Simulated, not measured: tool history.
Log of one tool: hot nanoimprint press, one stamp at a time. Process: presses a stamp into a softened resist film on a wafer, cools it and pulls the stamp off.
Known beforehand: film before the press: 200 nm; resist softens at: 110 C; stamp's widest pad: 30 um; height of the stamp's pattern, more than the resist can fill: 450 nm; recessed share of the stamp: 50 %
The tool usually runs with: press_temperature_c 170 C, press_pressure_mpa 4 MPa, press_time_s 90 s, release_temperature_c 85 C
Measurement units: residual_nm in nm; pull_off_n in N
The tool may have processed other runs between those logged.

run,hour,press_temperature_c,press_pressure_mpa,press_time_s,release_temperature_c,residual_nm,pull_off_n
1,0,170,4,90,85,96.6,108
2,5,170,5.13,90,85,87.8,107
3,11.9,170,5.13,90,85,86.6,106
4,16.1,170,5.13,90,85,87.6,104
5,24.6,170,5.13,90,85,87.1,108
6,30,160,5.13,90,85,122.5,105
7,36.8,170,5.13,90,85,86.5,110
8,42.5,170,5.13,90,85,89.2,109
9,50.1,170,4.64,90,85,91.6,110
10,54.9,170,4.64,90,85,90.8,109
11,59.1,170,4.64,90,85,91,107
12,69.2,170,4.64,90,85,91.5,110
13,76.2,182,4,153,90,53,103
14,82.8,169,2.49,51,91,140.5,104
15,90.8,169,2.49,51,91,139.5,106
16,100.3,169,2.49,51,91,142.5,106
17,108.5,182,2.49,51,91,103.2,104

Alternative continuations, all from the tool just after run 17; predict every row:
A,118.2,170,4,68,86,?,?
B,118.2,182,3.71,54,80,?,?
C,118.2,167,3.45,115,85,?,?
D,118.2,160,2.54,51,91,?,?
E,118.2,162,2.49,163,91,?,?

run,residual_nm,pull_off_n
A,106.3,111
B,84.3,116
C,103.1,114
D,164.9,108
E,122.2,105
With the hidden condition removed and each run's random variation left untouched, the same runs would have given:
run,residual_nm,pull_off_n
A,107.1,99
B,84.9,103
C,103.9,102
D,165.6,96
E,123.2,93
